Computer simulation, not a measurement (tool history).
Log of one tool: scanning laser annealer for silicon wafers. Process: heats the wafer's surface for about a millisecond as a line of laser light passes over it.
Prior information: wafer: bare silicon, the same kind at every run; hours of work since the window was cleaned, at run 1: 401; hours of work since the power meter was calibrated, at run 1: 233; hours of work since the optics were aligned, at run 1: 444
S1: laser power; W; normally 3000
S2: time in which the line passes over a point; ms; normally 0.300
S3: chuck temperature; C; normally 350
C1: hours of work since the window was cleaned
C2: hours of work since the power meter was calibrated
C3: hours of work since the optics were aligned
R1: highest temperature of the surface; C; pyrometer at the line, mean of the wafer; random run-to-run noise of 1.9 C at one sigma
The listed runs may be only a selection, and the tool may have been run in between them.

run   hour    S1     S2   S3   C1   C2   C3    R1
  1    0.0  3000  0.300  350  401  233  444  1072
  2   22.4  3000  0.300  350  411  243  454  1071
  3   54.8  3000  0.300  350  426  258  469  1072
  4   69.6  3000  0.300  350  432  264  475  1067
  5   86.7  3000  0.241  350  440  272  483   988
      93.0  -- laser's power meter calibrated
  6  109.3  3000  0.241  350  449    7  492   985
  7  125.4  3000  0.241  350  456   14  499   984
  8  153.3  3186  0.300  350  468   27  511  1120
  9  181.1  3186  0.322  383  481   39  524  1180
     206.3  -- laser's power meter calibrated, once more
 10  211.0  2796  0.309  350  493    2  536  1020
 11  247.0  2796  0.309  350  509   18  552  1011
 12  273.5  3000  0.233  343  520   30  563   962
 13  304.3  2645  0.222  353  534   44  577   869
 14  335.0  2645  0.222  353  548   57  591   868
 15  360.8  2886  0.254  319  559   69  602   934

For some of the steps in R1 from one run to the next: how much would appear even if the tool had no hidden state, given the settings, what came in and random variation, and how much remains for the hidden state plus any gauge scatter that the measured result and the result without hidden state don't share?
Hidden state at play: light that passes the window, % of a clean one's; laser's true power over the reading, %; width of the line over the set one, %; drift of the gauge itself on peak_c, C.
Run 7 -> 8: S1 3000 -> 3186, S2 0.241 -> 0.300. R1 +136 C: hidden state -11, all else +147.
Run 9 -> 10: S1 3186 -> 2796, S2 0.322 -> 0.309, S3 383 -> 350, laser's power meter calibrated, once more. R1 -160 C: hidden state +9, all else -169.
